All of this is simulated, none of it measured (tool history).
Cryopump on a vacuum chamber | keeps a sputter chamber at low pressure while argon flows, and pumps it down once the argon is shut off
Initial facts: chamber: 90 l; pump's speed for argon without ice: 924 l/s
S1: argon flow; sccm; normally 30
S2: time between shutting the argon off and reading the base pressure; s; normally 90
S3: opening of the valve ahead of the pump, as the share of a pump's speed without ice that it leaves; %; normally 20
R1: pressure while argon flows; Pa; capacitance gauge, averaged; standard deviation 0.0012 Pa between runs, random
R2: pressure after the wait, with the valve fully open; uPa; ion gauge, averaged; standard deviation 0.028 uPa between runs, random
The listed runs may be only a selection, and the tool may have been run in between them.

run    day  S1   S2  S3      R1    R2
  1  0.000  30   90  20  0.2763  2.44
  2  0.542  30   23  20  0.2768  5.24
  3  1.096  30   23  20  0.2800  5.35
  4  1.638  30   23  20  0.2778  5.47
  5  2.246  30   23  20  0.2778  5.39
  6  2.833  30   23  20  0.2779  5.46
  7  3.233  30   90  20  0.2758  2.54
  8  3.771  30   90  20  0.2768  2.49
  9  4.300  30  195  24  0.2334  2.07
 10  4.825  30  195  24  0.2328  1.94
 11  5.354  30  195  24  0.2301  2.07
 12  5.700  30  195  24  0.2299  2.02
 13  6.162  42   90  20  0.3882  2.54
 14  6.733  42   90  20  0.3872  2.57
 15  7.258  23   95  20  0.2130  2.48
 16  7.800  23   95  20  0.2122  2.53

Here are 5 independent what-if runs from the current tool condition. What would each one return?
  A  8.133  40  90  20   ?   ?
  B  8.133  31  93  45   ?   ?
  C  8.133  57  90  44   ?   ?
  D  8.133  12  35  36   ?   ?
  E  8.133  57  87  18   ?   ?

run      R1    R2
  A  0.3697  2.54
  B  0.1295  2.56
  C  0.2430  2.55
  D  0.0615  4.16
  E  0.5868  2.63
Stripped of hidden state, with their random variation kept, the same runs would have yielded:
run      R1    R2
  A  0.3659  1.30
  B  0.1266  1.30
  C  0.2376  1.30
  D  0.0604  2.90
  E  0.5814  1.36

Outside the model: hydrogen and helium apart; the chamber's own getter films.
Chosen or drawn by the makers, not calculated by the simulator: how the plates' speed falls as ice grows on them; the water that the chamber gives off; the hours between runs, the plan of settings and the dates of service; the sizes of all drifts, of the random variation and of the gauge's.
